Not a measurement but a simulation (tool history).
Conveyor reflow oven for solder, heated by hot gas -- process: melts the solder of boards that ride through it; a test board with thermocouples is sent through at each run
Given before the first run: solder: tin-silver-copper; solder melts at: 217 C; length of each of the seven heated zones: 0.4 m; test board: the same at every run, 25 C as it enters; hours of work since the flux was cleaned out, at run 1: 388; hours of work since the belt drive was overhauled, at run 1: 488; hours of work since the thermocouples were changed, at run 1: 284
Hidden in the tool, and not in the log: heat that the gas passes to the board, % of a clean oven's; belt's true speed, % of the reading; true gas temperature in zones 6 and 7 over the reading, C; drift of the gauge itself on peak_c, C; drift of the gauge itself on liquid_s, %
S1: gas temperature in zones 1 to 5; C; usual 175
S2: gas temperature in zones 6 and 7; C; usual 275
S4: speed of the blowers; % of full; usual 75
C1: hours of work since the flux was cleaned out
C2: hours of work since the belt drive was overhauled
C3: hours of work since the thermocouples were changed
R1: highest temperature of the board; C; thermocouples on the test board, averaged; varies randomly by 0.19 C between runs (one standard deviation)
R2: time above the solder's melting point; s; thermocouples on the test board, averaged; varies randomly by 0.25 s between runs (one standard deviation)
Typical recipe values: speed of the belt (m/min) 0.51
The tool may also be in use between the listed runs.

{"run": 1, "hour": 0.0, "S1": 175, "S2": 275, "speed of the belt (m/min)": 0.51, "S4": 75, "C1": 388, "C2": 488, "C3": 284, "R1": 250.3, "R2": 67}
{"run": 2, "hour": 16.5, "S1": 175, "S2": 268, "speed of the belt (m/min)": 0.51, "S4": 75, "C1": 396, "C2": 497, "C3": 292, "R1": 245.1, "R2": 61.2}
{"run": 3, "hour": 28.9, "S1": 175, "S2": 268, "speed of the belt (m/min)": 0.51, "S4": 75, "C1": 403, "C2": 503, "C3": 299, "R1": 244.7, "R2": 61.1}
{"run": 4, "hour": 48.2, "S1": 175, "S2": 268, "speed of the belt (m/min)": 0.51, "S4": 75, "C1": 413, "C2": 513, "C3": 309, "R1": 244.7, "R2": 61.1}
{"run": 5, "hour": 63.5, "S1": 175, "S2": 275, "speed of the belt (m/min)": 0.51, "S4": 75, "C1": 420, "C2": 521, "C3": 317, "R1": 250.3, "R2": 67.6}
{"run": 6, "hour": 83.9, "S1": 175, "S2": 275, "speed of the belt (m/min)": 0.507, "S4": 75, "C1": 431, "C2": 532, "C3": 327, "R1": 250.7, "R2": 67.3}
{"hour": 94.0, "done": "flux residue cleaned out of gas plates and filters"}
{"run": 7, "hour": 107.5, "S1": 160, "S2": 275, "speed of the belt (m/min)": 0.507, "S4": 75, "C1": 7, "C2": 541, "C3": 337, "R1": 251.4, "R2": 64.1}
{"run": 8, "hour": 118.6, "S1": 160, "S2": 288, "speed of the belt (m/min)": 0.507, "S4": 75, "C1": 13, "C2": 547, "C3": 342, "R1": 262.4, "R2": 73.1}
{"run": 9, "hour": 141.7, "S1": 175, "S2": 275, "speed of the belt (m/min)": 0.51, "S4": 75, "C1": 25, "C2": 559, "C3": 354, "R1": 254.4, "R2": 71.6}
{"run": 10, "hour": 161.0, "S1": 176, "S2": 275, "speed of the belt (m/min)": 0.51, "S4": 75, "C1": 34, "C2": 569, "C3": 364, "R1": 254.7, "R2": 72.8}
{"run": 11, "hour": 185.7, "S1": 175, "S2": 275, "speed of the belt (m/min)": 0.497, "S4": 75, "C1": 47, "C2": 581, "C3": 377, "R1": 255.3, "R2": 75}
{"run": 12, "hour": 207.9, "S1": 175, "S2": 275, "speed of the belt (m/min)": 0.51, "S4": 75, "C1": 59, "C2": 593, "C3": 388, "R1": 254.3, "R2": 71.6}
{"run": 13, "hour": 233.7, "S1": 175, "S2": 275, "speed of the belt (m/min)": 0.51, "S4": 75, "C1": 72, "C2": 606, "C3": 401, "R1": 253.9, "R2": 72}
{"run": 14, "hour": 250.7, "S1": 175, "S2": 275, "speed of the belt (m/min)": 0.51, "S4": 75, "C1": 81, "C2": 615, "C3": 410, "R1": 254.3, "R2": 71.9}
{"run": 15, "hour": 271.7, "S1": 175, "S2": 275, "speed of the belt (m/min)": 0.422, "S4": 75, "C1": 91, "C2": 626, "C3": 421, "R1": 260.5, "R2": 95}
{"run": 16, "hour": 284.0, "S1": 175, "S2": 275, "speed of the belt (m/min)": 0.422, "S4": 75, "C1": 98, "C2": 632, "C3": 427, "R1": 260.4, "R2": 94.5}
{"run": 17, "hour": 296.4, "S1": 175, "S2": 275, "speed of the belt (m/min)": 0.422, "S4": 75, "C1": 104, "C2": 638, "C3": 434, "R1": 260.8, "R2": 94.9}
{"run": 18, "hour": 311.6, "S1": 168, "S2": 275, "speed of the belt (m/min)": 0.51, "S4": 54, "C1": 112, "C2": 646, "C3": 442, "R1": 246.7, "R2": 59.8}
{"run": 19, "hour": 329.4, "S1": 187, "S2": 273, "speed of the belt (m/min)": 0.469, "S4": 89, "C1": 121, "C2": 655, "C3": 451, "R1": 259, "R2": 90.5}
{"run": 20, "hour": 341.4, "S1": 180, "S2": 273, "speed of the belt (m/min)": 0.469, "S4": 89, "C1": 127, "C2": 661, "C3": 457, "R1": 257.9, "R2": 86.2}
{"run": 21, "hour": 365.3, "S1": 180, "S2": 273, "speed of the belt (m/min)": 0.469, "S4": 89, "C1": 140, "C2": 674, "C3": 469, "R1": 258.3, "R2": 85.8}
{"run": 22, "hour": 387.1, "S1": 185, "S2": 289, "speed of the belt (m/min)": 0.497, "S4": 66, "C1": 151, "C2": 685, "C3": 480, "R1": 266.3, "R2": 88.4}
{"run": 23, "hour": 408.7, "S1": 172, "S2": 275, "speed of the belt (m/min)": 0.47, "S4": 61, "C1": 162, "C2": 696, "C3": 491, "R1": 252.7, "R2": 75.4}
{"run": 24, "hour": 422.7, "S1": 172, "S2": 275, "speed of the belt (m/min)": 0.47, "S4": 61, "C1": 169, "C2": 703, "C3": 499, "R1": 252.7, "R2": 75.4}
{"run": 25, "hour": 447.7, "S1": 172, "S2": 275, "speed of the belt (m/min)": 0.47, "S4": 61, "C1": 182, "C2": 716, "C3": 512, "R1": 252.7, "R2": 75.5}
{"run": 26, "hour": 461.6, "S1": 172, "S2": 275, "speed of the belt (m/min)": 0.47, "S4": 61, "C1": 189, "C2": 723, "C3": 519, "R1": 252.8, "R2": 75.1}

Run 27, settings as shown, results not yet in. Your forecast:
{"run": 27, "hour": 480.0, "S1": 172, "S2": 275, "speed of the belt (m/min)": 0.592, "S4": 61, "C1": 198, "C2": 733, "C3": 528, "R1": "?", "R2": "?"}

{"run 27": {"R1": 242.3, "R2": 46.7}}
With no hidden state in the tool, this same run would have given R1 242.9 C, R2 46.7 s.

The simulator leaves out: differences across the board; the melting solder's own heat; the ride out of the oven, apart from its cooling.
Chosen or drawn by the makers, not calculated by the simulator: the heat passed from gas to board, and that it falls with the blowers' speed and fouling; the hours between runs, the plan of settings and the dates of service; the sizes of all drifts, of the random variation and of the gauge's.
